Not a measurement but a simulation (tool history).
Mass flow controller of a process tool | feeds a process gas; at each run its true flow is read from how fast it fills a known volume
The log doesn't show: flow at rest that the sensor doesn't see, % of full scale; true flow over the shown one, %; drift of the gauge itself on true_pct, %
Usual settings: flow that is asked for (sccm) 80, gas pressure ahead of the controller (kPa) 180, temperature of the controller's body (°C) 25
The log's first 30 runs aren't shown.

run	day	flow that is asked for (sccm)	gas pressure ahead of the controller (kPa)	temperature of the controller's body (°C)	hours of work since the controller was set to zero	hours of work since the controller was changed	true flow (%)
31	360.521	13	177	24	1493	11446	94.11
32	373.888	89	180	39	1697	11650	94.54
33	387.754	55	149	25	1909	11862	94.97
34	400.808	67	187	21	2108	12061	95.72
35	414.45	21	224	28	2317	12270	94.19
36	423.667	21	224	28	2457	12410	94.08
37	432.279	21	224	20	2589	12542	94.51
38	441.717	14	263	36	2733	12686	92.56
39	449.112	20	263	35	2846	12799	93.35
40	460.804	20	149	27	3025	12978	92.82
41	476.85	20	149	27	3270	13223	92.8
42	489.679	17	231	20	3466	13419	93.32
43	501.829	14	199	28	3651	13604	91.87
44	511.304	45	212	34	3796	13749	93.55
45	524.579	45	212	34	3999	13952	93.4
46	538.225	45	212	34	4207	14160	93.24
47	552.712	70	228	34	4428	14381	93.96

Forecast each of these 3 alternatives for the next run:
# day 564.788: controller exchanged for a calibrated one
A	566.558	23	180	39	27	27	?
# day 564.788: controller exchanged for a calibrated one
B	566.558	52	158	21	27	27	?
# day 564.788: controller exchanged for a calibrated one
C	566.558	66	215	34	27	27	?

run	true flow (%)
A	98.01
B	99.65
C	99.12
Without the tool's hidden state the same runs would have given:
run	true flow (%)
A	98.24
B	99.74
C	99.18
